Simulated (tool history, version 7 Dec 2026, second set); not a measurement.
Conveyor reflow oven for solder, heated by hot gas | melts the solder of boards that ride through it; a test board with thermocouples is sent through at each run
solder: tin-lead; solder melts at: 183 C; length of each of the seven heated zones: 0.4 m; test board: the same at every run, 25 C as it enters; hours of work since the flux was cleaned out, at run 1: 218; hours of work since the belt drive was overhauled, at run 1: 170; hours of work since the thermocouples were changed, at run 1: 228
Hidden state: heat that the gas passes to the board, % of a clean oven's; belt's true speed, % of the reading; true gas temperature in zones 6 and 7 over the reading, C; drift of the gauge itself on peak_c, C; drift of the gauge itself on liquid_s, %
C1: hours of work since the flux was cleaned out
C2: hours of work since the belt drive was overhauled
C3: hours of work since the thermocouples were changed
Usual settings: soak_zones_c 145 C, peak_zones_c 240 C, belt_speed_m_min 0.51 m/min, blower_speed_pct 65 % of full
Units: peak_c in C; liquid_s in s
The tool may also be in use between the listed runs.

run 1 hour=0 | soak_zones_c=145 peak_zones_c=240 belt_speed_m_min=0.51 blower_speed_pct=65 | C1=218 C2=170 C3=228 | peak_c=224.5 liquid_s=79.6
run 2 hour=4.7 | soak_zones_c=145 peak_zones_c=240 belt_speed_m_min=0.51 blower_speed_pct=65 | C1=221 C2=173 C3=231 | peak_c=224.6 liquid_s=80.5
run 3 hour=11.7 | soak_zones_c=145 peak_zones_c=240 belt_speed_m_min=0.51 blower_speed_pct=65 | C1=227 C2=178 C3=237 | peak_c=224.7 liquid_s=79.1
run 4 hour=18.5 | soak_zones_c=145 peak_zones_c=240 belt_speed_m_min=0.51 blower_speed_pct=65 | C1=232 C2=184 C3=242 | peak_c=224.7 liquid_s=79.4
run 5 hour=23.4 | soak_zones_c=145 peak_zones_c=240 belt_speed_m_min=0.51 blower_speed_pct=65 | C1=235 C2=187 C3=245 | peak_c=224.6 liquid_s=79.9
run 6 hour=29.2 | soak_zones_c=145 peak_zones_c=240 belt_speed_m_min=0.51 blower_speed_pct=65 | C1=240 C2=191 C3=250 | peak_c=223.9 liquid_s=80.1
run 7 hour=37.5 | soak_zones_c=145 peak_zones_c=240 belt_speed_m_min=0.51 blower_speed_pct=65 | C1=246 C2=198 C3=256 | peak_c=224.4 liquid_s=79.7
run 8 hour=45.5 | soak_zones_c=145 peak_zones_c=240 belt_speed_m_min=0.51 blower_speed_pct=65 | C1=252 C2=204 C3=262 | peak_c=223.8 liquid_s=80.2
run 9 hour=54.8 | soak_zones_c=145 peak_zones_c=240 belt_speed_m_min=0.51 blower_speed_pct=65 | C1=259 C2=211 C3=269 | peak_c=223.7 liquid_s=79.7
run 10 hour=62.9 | soak_zones_c=145 peak_zones_c=240 belt_speed_m_min=0.51 blower_speed_pct=65 | C1=265 C2=217 C3=275 | peak_c=224.5 liquid_s=79.8
run 11 hour=70 | soak_zones_c=145 peak_zones_c=240 belt_speed_m_min=0.51 blower_speed_pct=65 | C1=270 C2=222 C3=280 | peak_c=224.9 liquid_s=78.8
run 12 hour=76 | soak_zones_c=145 peak_zones_c=245 belt_speed_m_min=0.51 blower_speed_pct=78 | C1=275 C2=226 C3=285 | peak_c=231.7 liquid_s=85.1
run 13 hour=83.8 | soak_zones_c=134 peak_zones_c=240 belt_speed_m_min=0.51 blower_speed_pct=65 | C1=280 C2=232 C3=290 | peak_c=221.9 liquid_s=73.8
run 14 hour=88.7 | soak_zones_c=145 peak_zones_c=229 belt_speed_m_min=0.51 blower_speed_pct=62 | C1=284 C2=236 C3=294 | peak_c=214.3 liquid_s=71.1
run 15 hour=94.9 | soak_zones_c=157 peak_zones_c=239 belt_speed_m_min=0.548 blower_speed_pct=58 | C1=289 C2=240 C3=299 | peak_c=222.2 liquid_s=78.6
run 16 hour=101.1 | soak_zones_c=134 peak_zones_c=244 belt_speed_m_min=0.455 blower_speed_pct=65 | C1=293 C2=245 C3=303 | peak_c=230 liquid_s=90
run 17 hour=105.5 | soak_zones_c=135 peak_zones_c=245 belt_speed_m_min=0.433 blower_speed_pct=75 | C1=296 C2=248 C3=306 | peak_c=234.6 liquid_s=97.7
run 18 hour=115 | soak_zones_c=145 peak_zones_c=240 belt_speed_m_min=0.542 blower_speed_pct=65 | C1=304 C2=255 C3=314 | peak_c=222 liquid_s=73.4
run 19 hour=123.4 | soak_zones_c=151 peak_zones_c=251 belt_speed_m_min=0.499 blower_speed_pct=78 | C1=310 C2=262 C3=320 | peak_c=238.5 liquid_s=92.8

Forecast each of these 4 alternatives for the next run:
run A hour=132.8 | soak_zones_c=134 peak_zones_c=240 belt_speed_m_min=0.583 blower_speed_pct=55 | C1=317 C2=269 C3=327 | peak_c=? liquid_s=?
run B hour=132.8 | soak_zones_c=145 peak_zones_c=254 belt_speed_m_min=0.51 blower_speed_pct=65 | C1=317 C2=269 C3=327 | peak_c=? liquid_s=?
run C hour=132.8 | soak_zones_c=145 peak_zones_c=240 belt_speed_m_min=0.51 blower_speed_pct=55 | C1=317 C2=269 C3=327 | peak_c=? liquid_s=?
run D hour=132.8 | soak_zones_c=157 peak_zones_c=251 belt_speed_m_min=0.499 blower_speed_pct=78 | C1=317 C2=269 C3=327 | peak_c=? liquid_s=?

run=A peak_c=214.4 liquid_s=56
run=B peak_c=235.7 liquid_s=86.8
run=C peak_c=222 liquid_s=76.9
run=D peak_c=239.1 liquid_s=96.7
Without the tool's hidden state the same runs would have given:
run=A peak_c=214.6 liquid_s=56.3
run=B peak_c=235.9 liquid_s=86.8
run=C peak_c=222.2 liquid_s=77
run=D peak_c=239.3 liquid_s=96.7
